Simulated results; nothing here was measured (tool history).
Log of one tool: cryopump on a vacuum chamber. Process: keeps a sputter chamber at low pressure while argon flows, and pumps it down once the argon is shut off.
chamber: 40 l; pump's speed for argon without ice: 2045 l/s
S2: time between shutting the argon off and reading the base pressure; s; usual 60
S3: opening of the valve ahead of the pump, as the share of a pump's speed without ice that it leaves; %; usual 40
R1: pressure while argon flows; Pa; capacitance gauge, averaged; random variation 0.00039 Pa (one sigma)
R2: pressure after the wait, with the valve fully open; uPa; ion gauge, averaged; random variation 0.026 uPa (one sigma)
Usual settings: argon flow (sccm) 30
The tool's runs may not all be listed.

Run 1, hour 0.0: usual settings. Result: R1 0.0662 Pa, R2 1.62 uPa.
Run 2, hour 22.0: usual settings. Result: R1 0.0668 Pa, R2 1.66 uPa.
Run 3, hour 48.0: usual settings but S2 40 s. Result: R1 0.0675 Pa, R2 2.10 uPa.
Run 4, hour 79.3: usual settings but S2 40 s. Result: R1 0.0674 Pa, R2 2.13 uPa.
Run 5, hour 118.8: usual settings but S2 40 s. Result: R1 0.0678 Pa, R2 2.23 uPa.
Run 6, hour 147.1: usual settings but S3 50 %. Result: R1 0.0557 Pa, R2 1.73 uPa.
Run 7, hour 173.0: usual settings but S2 49 s. Result: R1 0.0626 Pa, R2 1.79 uPa.
Run 8, hour 206.1: usual settings. Result: R1 0.0625 Pa, R2 1.58 uPa.
Run 9, hour 227.8: usual settings. Result: R1 0.0628 Pa, R2 1.65 uPa.
Run 10, hour 255.4: usual settings. Result: R1 0.0627 Pa, R2 1.60 uPa.
Run 11, hour 303.6: usual settings. Result: R1 0.0635 Pa, R2 1.66 uPa.
Run 12, hour 348.9: usual settings. Result: R1 0.0640 Pa, R2 1.68 uPa.
Run 13, hour 383.7: usual settings but argon flow (sccm) 31. Result: R1 0.0660 Pa, R2 1.67 uPa.
Run 14, hour 410.7: usual settings but S3 26 %. Result: R1 0.0978 Pa, R2 1.74 uPa.
Run 15, hour 445.4: usual settings. Result: R1 0.0642 Pa, R2 1.69 uPa.
Run 16, hour 492.5: usual settings. Result: R1 0.0653 Pa, R2 1.74 uPa.
Run 17, hour 520.4: usual settings. Result: R1 0.0647 Pa, R2 1.76 uPa.
Run 18, hour 554.3: usual settings but S3 38 %. Result: R1 0.0684 Pa, R2 1.79 uPa.
Run 19, hour 596.9: usual settings but argon flow (sccm) 35. Result: R1 0.0772 Pa, R2 1.76 uPa.
Run 20, hour 634.7: usual settings but argon flow (sccm) 41, S2 33 s, S3 16 %. Result: R1 0.2172 Pa, R2 2.53 uPa.
Run 21, hour 668.1: usual settings but argon flow (sccm) 41, S2 33 s, S3 16 %. Result: R1 0.2184 Pa, R2 2.52 uPa.
Run 22, hour 700.0: usual settings but argon flow (sccm) 31, S2 40 s, S3 16 %. Result: R1 0.1649 Pa, R2 2.32 uPa.
Run 23, hour 736.8: usual settings but argon flow (sccm) 31, S2 40 s, S3 16 %. Result: R1 0.1656 Pa, R2 2.31 uPa.
Run 24, hour 764.4: usual settings but argon flow (sccm) 31, S2 40 s, S3 16 %. Result: R1 0.1654 Pa, R2 2.32 uPa.
Run 25, hour 786.2: usual settings but argon flow (sccm) 25, S2 35 s. Result: R1 0.0560 Pa, R2 2.60 uPa.
Run 26, hour 827.7: usual settings but argon flow (sccm) 27, S2 118 s, S3 17 %. Result: R1 0.1373 Pa, R2 1.46 uPa.
Run 27, hour 862.7: usual settings but argon flow (sccm) 41. Result: R1 0.0927 Pa, R2 1.89 uPa.
Run 28, hour 888.7: usual settings but argon flow (sccm) 16, S2 212 s. Result: R1 0.0368 Pa, R2 1.24 uPa.
Run 29, hour 922.3: usual settings but argon flow (sccm) 16, S2 212 s. Result: R1 0.0327 Pa, R2 1.10 uPa.
Run 30, hour 964.6: usual settings but argon flow (sccm) 54, S2 240 s, S3 48 %. Result: R1 0.0940 Pa, R2 1.10 uPa.
Run 31, hour 987.7: usual settings but argon flow (sccm) 54, S2 240 s, S3 48 %. Result: R1 0.0946 Pa, R2 1.09 uPa.
Run 32, hour 1036.7: usual settings but argon flow (sccm) 54, S2 240 s, S3 48 %. Result: R1 0.0952 Pa, R2 1.12 uPa.
Run 33, hour 1060.4: usual settings but argon flow (sccm) 22, S2 240 s, S3 48 %. Result: R1 0.0391 Pa, R2 1.11 uPa.

Taken out of this log: 2 entries between the listed runs. Where each belongs, and how the hidden state differs across it:
Between runs 6 and 7: pump warmed up, emptied and cooled again (hour 168.0)
  pump's speed, % of a pump's without ice: 81.4 -> 98.6; cold plate's temperature, K: 12.34 -> 12.35; leak into the chamber, uPa l/s: 1263 -> 1274
  measured less the result without the state, R1: +0.0059 -> +0.0005 Pa; R2: +0.62 -> +0.50 uPa
Between runs 28 and 29: pump warmed up, emptied and cooled again (hour 921.9)
  pump's speed, % of a pump's without ice: 80.4 -> 99.7; cold plate's temperature, K: 12.63 -> 12.64; leak into the chamber, uPa l/s: 1653 -> 1670
  measured less the result without the state, R1: +0.0034 -> +0.0002 Pa; R2: +0.85 -> +0.67 uPa
